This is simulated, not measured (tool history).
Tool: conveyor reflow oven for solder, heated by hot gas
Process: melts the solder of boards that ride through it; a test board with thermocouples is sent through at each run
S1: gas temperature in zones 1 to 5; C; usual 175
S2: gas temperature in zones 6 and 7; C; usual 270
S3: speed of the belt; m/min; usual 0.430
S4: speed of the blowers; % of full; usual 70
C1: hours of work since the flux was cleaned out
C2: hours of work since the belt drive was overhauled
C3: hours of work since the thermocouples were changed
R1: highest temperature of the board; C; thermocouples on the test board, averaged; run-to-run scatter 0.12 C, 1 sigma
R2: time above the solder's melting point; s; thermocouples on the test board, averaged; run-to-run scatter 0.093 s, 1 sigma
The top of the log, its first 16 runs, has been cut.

run,hour,S1,S2,S3,S4,C1,C2,C3,R1,R2
17,305.6,161,270,0.430,76,280,477,668,253.2,59.22
18,321.8,161,270,0.501,65,289,485,676,244.7,42.23
19,342.6,161,270,0.501,65,299,496,687,244.6,42.21
20,362.5,161,270,0.501,64,310,506,697,244.4,41.99
21,385.6,185,270,0.392,70,322,518,709,259.0,80.20
# hour 402.6: thermocouples of zones 6 and 7 changed
22,415.8,175,270,0.476,74,336,532,7,250.5,55.10
23,437.2,175,270,0.476,74,347,543,18,250.5,54.93
# hour 452.2: flux residue cleaned out of gas plates and filters
24,462.9,165,270,0.430,80,6,554,28,256.2,63.48
25,475.5,190,269,0.500,51,12,560,35,249.5,56.84
26,501.2,190,269,0.500,51,25,574,48,249.5,56.74
27,526.0,185,262,0.519,70,38,586,61,244.9,50.03
28,545.5,166,279,0.478,70,48,596,71,258.3,57.83
29,568.6,176,271,0.430,70,60,608,83,256.7,67.91
30,592.1,160,268,0.462,62,72,620,95,247.1,49.18

Consider 5 possible next runs. They are alternatives, not a sequence: every one starts from the tool as it was left by run 30. What does each give?
A,604.6,175,278,0.430,90,78,627,101,?,?
B,604.6,175,276,0.430,67,78,627,101,?,?
C,604.6,174,268,0.350,62,78,627,101,?,?
D,604.6,175,267,0.430,70,78,627,101,?,?
E,604.6,185,268,0.462,62,78,627,101,?,?

run,R1,R2
A,265.8,73.09
B,260.7,69.71
C,258.1,84.97
D,253.1,64.75
E,252.4,62.67
With no hidden state in the tool, these same runs would have given:
run,R1,R2
A,265.6,72.21
B,260.4,68.81
C,257.8,83.78
D,252.8,63.93
E,252.2,61.86
